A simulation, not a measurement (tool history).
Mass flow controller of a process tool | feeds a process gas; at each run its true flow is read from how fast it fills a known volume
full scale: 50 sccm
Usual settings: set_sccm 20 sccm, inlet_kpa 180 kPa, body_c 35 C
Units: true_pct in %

run   hour  set_sccm  inlet_kpa  body_c  true_pct
  1      0        20        180      35     98.47
  2   68.6        20        180      35     98.46
  3  120.2        20        180      35      98.5
  4  174.9        20        180      35     98.51
  5  218.2        20        180      35     98.54
  6  291.7        20        180      35     98.41
  7  390.3        20        180      23     99.44
  8  445.2        49        270      29    100.35
  9  515.5        20        194      30     98.97
 10  559.8         6        194      39      98.3

Forecast each of these 5 alternatives for the next run:
  A  644.9        12        180      35         ?
  B  644.9        21        194      39         ?
  C  644.9        23        144      22         ?
  D  644.9         6        265      26         ?
  E  644.9        41        194      35         ?

run  true_pct
  A     98.63
  B     98.75
  C     99.77
  D     99.33
  E     99.66
Without the tool's hidden state the same runs would have given:
run  true_pct
  A     98.07
  B      98.2
  C     99.22
  D     98.74
  E     99.12
